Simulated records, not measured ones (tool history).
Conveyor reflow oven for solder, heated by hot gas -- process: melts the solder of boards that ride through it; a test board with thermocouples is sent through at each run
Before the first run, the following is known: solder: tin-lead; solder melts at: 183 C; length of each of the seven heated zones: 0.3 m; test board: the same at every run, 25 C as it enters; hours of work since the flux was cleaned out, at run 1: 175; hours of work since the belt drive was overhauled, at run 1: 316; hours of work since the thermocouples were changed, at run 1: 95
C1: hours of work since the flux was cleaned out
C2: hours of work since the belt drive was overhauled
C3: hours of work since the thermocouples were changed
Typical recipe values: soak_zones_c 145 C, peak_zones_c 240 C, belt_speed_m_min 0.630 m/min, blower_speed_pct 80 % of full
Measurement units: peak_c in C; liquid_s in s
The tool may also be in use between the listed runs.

Run 1, hour 0.0: usual settings; C1 175; C2 316; C3 95. Result: peak_c 227.4 C, liquid_s 50.4 s.
Run 2, hour 5.8: usual settings; C1 179; C2 320; C3 99. Result: peak_c 227.3 C, liquid_s 50.7 s.
Run 3, hour 15.8: usual settings but blower_speed_pct 51 % of full; C1 185; C2 326; C3 105. Result: peak_c 222.1 C, liquid_s 47.0 s.
Run 4, hour 22.0: usual settings but blower_speed_pct 51 % of full; C1 189; C2 330; C3 109. Result: peak_c 221.0 C, liquid_s 47.0 s.
Run 5, hour 33.2: usual settings but blower_speed_pct 51 % of full; C1 196; C2 337; C3 116. Result: peak_c 220.8 C, liquid_s 47.2 s.
Run 6, hour 41.7: usual settings; C1 202; C2 343; C3 121. Result: peak_c 227.1 C, liquid_s 50.5 s.
Run 7, hour 52.3: usual settings; C1 208; C2 349; C3 128. Result: peak_c 227.1 C, liquid_s 50.7 s.
Run 8, hour 62.1: usual settings; C1 214; C2 355; C3 134. Result: peak_c 227.5 C, liquid_s 50.4 s.
Run 9, hour 70.7: usual settings; C1 220; C2 361; C3 139. Result: peak_c 227.7 C, liquid_s 50.4 s.
Run 10, hour 81.9: usual settings; C1 227; C2 368; C3 146. Result: peak_c 226.8 C, liquid_s 50.7 s.
Run 11, hour 91.6: usual settings; C1 233; C2 374; C3 153. Result: peak_c 227.7 C, liquid_s 50.0 s.
Run 12, hour 96.5: usual settings; C1 236; C2 377; C3 156. Result: peak_c 227.1 C, liquid_s 50.4 s.
Run 13, hour 103.9: usual settings; C1 241; C2 382; C3 160. Result: peak_c 227.7 C, liquid_s 50.6 s.
Run 14, hour 112.9: usual settings; C1 246; C2 387; C3 166. Result: peak_c 227.1 C, liquid_s 50.4 s.
Run 15, hour 118.2: usual settings but soak_zones_c 153 C, peak_zones_c 249 C, belt_speed_m_min 0.530 m/min, blower_speed_pct 56 % of full; C1 250; C2 391; C3 169. Result: peak_c 237.1 C, liquid_s 67.0 s.
Run 16, hour 128.2: usual settings but soak_zones_c 159 C, belt_speed_m_min 0.559 m/min, blower_speed_pct 77 % of full; C1 256; C2 397; C3 175. Result: peak_c 231.5 C, liquid_s 62.8 s.
Run 17, hour 136.0: usual settings but soak_zones_c 155 C, peak_zones_c 234 C; C1 261; C2 402; C3 180. Result: peak_c 222.9 C, liquid_s 52.0 s.
Run 18, hour 143.9: usual settings but peak_zones_c 248 C, belt_speed_m_min 0.593 m/min, blower_speed_pct 58 % of full; C1 266; C2 407; C3 185. Result: peak_c 232.2 C, liquid_s 55.5 s.
Run 19, hour 148.8: usual settings but peak_zones_c 248 C, belt_speed_m_min 0.593 m/min, blower_speed_pct 58 % of full; C1 269; C2 410; C3 188. Result: peak_c 232.3 C, liquid_s 55.3 s.
Run 20, hour 155.2: usual settings but peak_zones_c 248 C, belt_speed_m_min 0.593 m/min, blower_speed_pct 58 % of full; C1 273; C2 414; C3 192. Result: peak_c 231.8 C, liquid_s 55.3 s.
Run 21, hour 166.7: usual settings but soak_zones_c 131 C, peak_zones_c 254 C, belt_speed_m_min 0.593 m/min, blower_speed_pct 58 % of full; C1 280; C2 421; C3 200. Result: peak_c 235.6 C, liquid_s 53.2 s.
Run 22, hour 177.4: usual settings but soak_zones_c 131 C, peak_zones_c 254 C, belt_speed_m_min 0.593 m/min, blower_speed_pct 58 % of full; C1 287; C2 428; C3 206. Result: peak_c 235.1 C, liquid_s 53.2 s.
Run 23, hour 182.4: usual settings but soak_zones_c 131 C, peak_zones_c 243 C, belt_speed_m_min 0.593 m/min, blower_speed_pct 77 % of full; C1 290; C2 431; C3 210. Result: peak_c 228.9 C, liquid_s 51.2 s.
Run 24, hour 187.6: usual settings but soak_zones_c 147 C, peak_zones_c 228 C, belt_speed_m_min 0.519 m/min, blower_speed_pct 51 % of full; C1 293; C2 434; C3 213. Result: peak_c 216.8 C, liquid_s 56.3 s.
Run 25, hour 192.7: usual settings but soak_zones_c 148 C, peak_zones_c 236 C, belt_speed_m_min 0.506 m/min, blower_speed_pct 66 % of full; C1 297; C2 437; C3 216. Result: peak_c 227.2 C, liquid_s 64.4 s.
Run 26, hour 200.3: usual settings but soak_zones_c 142 C, peak_zones_c 229 C, blower_speed_pct 70 % of full; C1 301; C2 442; C3 221. Result: peak_c 215.6 C, liquid_s 44.1 s.
Run 27, hour 206.0: usual settings but soak_zones_c 140 C, belt_speed_m_min 0.641 m/min, blower_speed_pct 56 % of full; C1 305; C2 446; C3 224. Result: peak_c 221.2 C, liquid_s 44.6 s.

4 ways to go on from here, each from the tool as it stands after run 27. What would each give?
Run A, hour 216.3: usual settings but peak_zones_c 235 C; C1 311; C2 452; C3 231. Result: peak_c ?, liquid_s ?.
Run B, hour 216.3: usual settings but soak_zones_c 150 C, peak_zones_c 241 C, belt_speed_m_min 0.641 m/min, blower_speed_pct 74 % of full; C1 311; C2 452; C3 231. Result: peak_c ?, liquid_s ?.
Run C, hour 216.3: usual settings but soak_zones_c 140 C, peak_zones_c 254 C, belt_speed_m_min 0.641 m/min, blower_speed_pct 70 % of full; C1 311; C2 452; C3 231. Result: peak_c ?, liquid_s ?.
Run D, hour 216.3: usual settings but soak_zones_c 140 C, belt_speed_m_min 0.641 m/min, blower_speed_pct 53 % of full; C1 311; C2 452; C3 231. Result: peak_c ?, liquid_s ?.

run  peak_c  liquid_s
  A   222.9      48.6
  B   227.8      51.0
  C   237.0      52.0
  D   220.0      44.4
Had the tool no hidden state, the same runs would have come out as:
run  peak_c  liquid_s
  A   223.4      48.3
  B   228.3      50.6
  C   237.6      51.5
  D   220.4      44.1

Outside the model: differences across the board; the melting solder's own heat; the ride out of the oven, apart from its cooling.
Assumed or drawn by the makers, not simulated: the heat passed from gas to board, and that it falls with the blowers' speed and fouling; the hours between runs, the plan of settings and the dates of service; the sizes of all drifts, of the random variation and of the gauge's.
